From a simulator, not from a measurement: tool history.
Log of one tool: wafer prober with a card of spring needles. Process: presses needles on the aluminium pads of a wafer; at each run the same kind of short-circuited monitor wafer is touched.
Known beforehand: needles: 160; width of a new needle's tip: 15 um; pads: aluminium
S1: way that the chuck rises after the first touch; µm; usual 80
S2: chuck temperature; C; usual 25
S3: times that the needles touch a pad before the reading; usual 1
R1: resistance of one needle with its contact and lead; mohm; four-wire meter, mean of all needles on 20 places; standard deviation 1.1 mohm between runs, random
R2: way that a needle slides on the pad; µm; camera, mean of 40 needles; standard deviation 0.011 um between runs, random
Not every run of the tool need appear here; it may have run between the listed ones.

| run | hour | S1 | S2 | S3 | R1 | R2 |
|---|---|---|---|---|---|---|
| 1 | 0.0 | 80 | 25 | 1 | 245 | 20.87 |
|  | 12.8 | tips cleaned on abrasive film |
|  | 33.7 | tips cleaned on abrasive film |
|  | 54.5 | tips cleaned on abrasive film |
| 2 | 59.7 | 88 | 25 | 1 | 247 | 22.96 |
|  | 72.6 | tips cleaned on abrasive film |
|  | 92.5 | tips cleaned on abrasive film |
|  | 113.5 | tips cleaned on abrasive film |
| 3 | 118.9 | 88 | 25 | 1 | 246 | 22.95 |
|  | 131.3 | tips cleaned on abrasive film |
|  | 152.6 | tips cleaned on abrasive film |
| 4 | 155.3 | 88 | 25 | 1 | 247 | 22.94 |
|  | 171.8 | tips cleaned on abrasive film |
|  | 191.7 | tips cleaned on abrasive film |
| 5 | 201.8 | 80 | 25 | 1 | 244 | 20.86 |
|  | 210.1 | tips cleaned on abrasive film |
|  | 230.6 | tips cleaned on abrasive film |
|  | 251.9 | tips cleaned on abrasive film |
| 6 | 265.5 | 80 | 25 | 1 | 246 | 20.87 |
|  | 269.8 | tips cleaned on abrasive film |
|  | 290.9 | tips cleaned on abrasive film |
|  | 303.3 | height of the first contact set anew |
|  | 311.5 | tips cleaned on abrasive film |
| 7 | 319.6 | 80 | 25 | 1 | 246 | 20.85 |
|  | 332.1 | tips cleaned on abrasive film |
|  | 353.3 | tips cleaned on abrasive film |
|  | 374.2 | tips cleaned on abrasive film |
| 8 | 385.4 | 80 | 25 | 1 | 246 | 20.86 |
|  | 394.0 | tips cleaned on abrasive film |
|  | 414.7 | tips cleaned on abrasive film |
|  | 435.3 | tips cleaned on abrasive film |
|  | 455.3 | tips cleaned on abrasive film |
| 9 | 455.3 | 80 | 25 | 1 | 245 | 20.84 |
|  | 472.3 | tips cleaned on abrasive film |
|  | 493.6 | tips cleaned on abrasive film |
|  | 513.4 | tips cleaned on abrasive film |
| 10 | 513.4 | 80 | 25 | 1 | 248 | 20.85 |
|  | 534.2 | tips cleaned on abrasive film |
|  | 551.2 | tips cleaned on abrasive film |
|  | 572.2 | tips cleaned on abrasive film |
| 11 | 574.7 | 80 | 25 | 1 | 245 | 20.85 |
|  | 591.7 | tips cleaned on abrasive film |
|  | 612.3 | tips cleaned on abrasive film |
| 12 | 625.4 | 80 | 25 | 1 | 245 | 20.86 |
|  | 629.7 | tips cleaned on abrasive film |
|  | 642.7 | height of the first contact set anew |
|  | 650.6 | tips cleaned on abrasive film |
|  | 671.3 | tips cleaned on abrasive film |
|  | 688.3 | tips cleaned on abrasive film |
| 13 | 695.3 | 80 | 25 | 1 | 247 | 20.87 |
|  | 708.1 | tips cleaned on abrasive film |
|  | 729.4 | tips cleaned on abrasive film |
| 14 | 743.1 | 77 | 27 | 2 | 248 | 20.09 |
|  | 747.5 | tips cleaned on abrasive film |
|  | 768.7 | tips cleaned on abrasive film |
|  | 785.8 | tips cleaned on abrasive film |
|  | 806.6 | tips cleaned on abrasive film |
| 15 | 817.9 | 77 | 27 | 2 | 248 | 20.08 |

The next listed run, before its measurement:
|  | 825.7 | tips cleaned on abrasive film |
|  | 847.0 | tips cleaned on abrasive film |
|  | 867.9 | tips cleaned on abrasive film |
|  | 889.2 | tips cleaned on abrasive film |
| 16 | 899.5 | 80 | 26 | 1 | ? | ? |

R1: 246 mohm
R2: 20.85 µm
With no hidden state in the tool, this same run would have given R1 246 mohm, R2 20.86 µm.
